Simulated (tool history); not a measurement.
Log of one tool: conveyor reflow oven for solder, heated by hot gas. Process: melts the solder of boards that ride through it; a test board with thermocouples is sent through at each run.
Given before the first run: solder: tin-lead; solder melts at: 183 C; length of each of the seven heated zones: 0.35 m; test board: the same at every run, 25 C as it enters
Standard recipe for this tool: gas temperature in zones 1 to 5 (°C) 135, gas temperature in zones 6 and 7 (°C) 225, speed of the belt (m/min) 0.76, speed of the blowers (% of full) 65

run,hour,gas temperature in zones 1 to 5 (°C),gas temperature in zones 6 and 7 (°C),speed of the belt (m/min),speed of the blowers (% of full),highest temperature of the board (°C),time above the solder's melting point (s)
1,0,135,225,0.76,65,199,25.8
2,7,135,225,0.76,65,198.9,24.8
# hour 19.6: flux residue cleaned out of gas plates and filters
3,20.9,135,237,0.76,65,210.3,34.9
4,32.6,135,237,0.76,65,210.5,34.1
5,41.1,135,237,0.76,65,209.1,35.2
6,50.5,149,225,0.76,65,204.3,34.4
7,57.8,135,225,0.76,65,200.4,26.5
8,70.6,135,225,0.76,65,200.5,26.5
9,79.7,149,225,0.76,65,204.2,34.5
10,87.2,149,225,0.76,65,204.1,33.4
11,95.8,149,225,0.76,65,203.7,33.5
12,101.3,135,233,0.76,59,204.1,29.1
13,110.2,133,236,0.717,84,217,42.4
14,120.5,143,218,0.734,72,200,30.5
15,127.4,143,218,0.734,72,200.2,30.2
# hour 132.3: belt drive overhauled, speed set with a stopwatch
16,142.6,143,218,0.734,72,200.3,29.7
17,155.2,143,218,0.734,89,203.8,35.7
# hour 166.6: belt drive overhauled, speed set with a stopwatch, once more
18,169.7,129,218,0.734,54,189.9,12.6
19,176.9,129,218,0.734,54,189.7,13.1
20,188.3,135,236,0.76,82,214,37.8
21,198.8,135,236,0.867,82,208.5,30.2

Predict each of these 3 candidate next runs independently; none follows another, all start after run 21:
A,212,135,220,0.76,65,?,?
B,212,133,236,0.867,82,?,?
C,212,135,223,0.867,82,?,?

run,highest temperature of the board (°C),time above the solder's melting point (s)
A,195.9,21.5
B,208.2,29.1
C,198.4,22.1
With the hidden condition removed and each run's random variation left untouched, the same runs would have given:
run,highest temperature of the board (°C),time above the solder's melting point (s)
A,197.7,23.8
B,210.5,30.7
C,200.4,24.2

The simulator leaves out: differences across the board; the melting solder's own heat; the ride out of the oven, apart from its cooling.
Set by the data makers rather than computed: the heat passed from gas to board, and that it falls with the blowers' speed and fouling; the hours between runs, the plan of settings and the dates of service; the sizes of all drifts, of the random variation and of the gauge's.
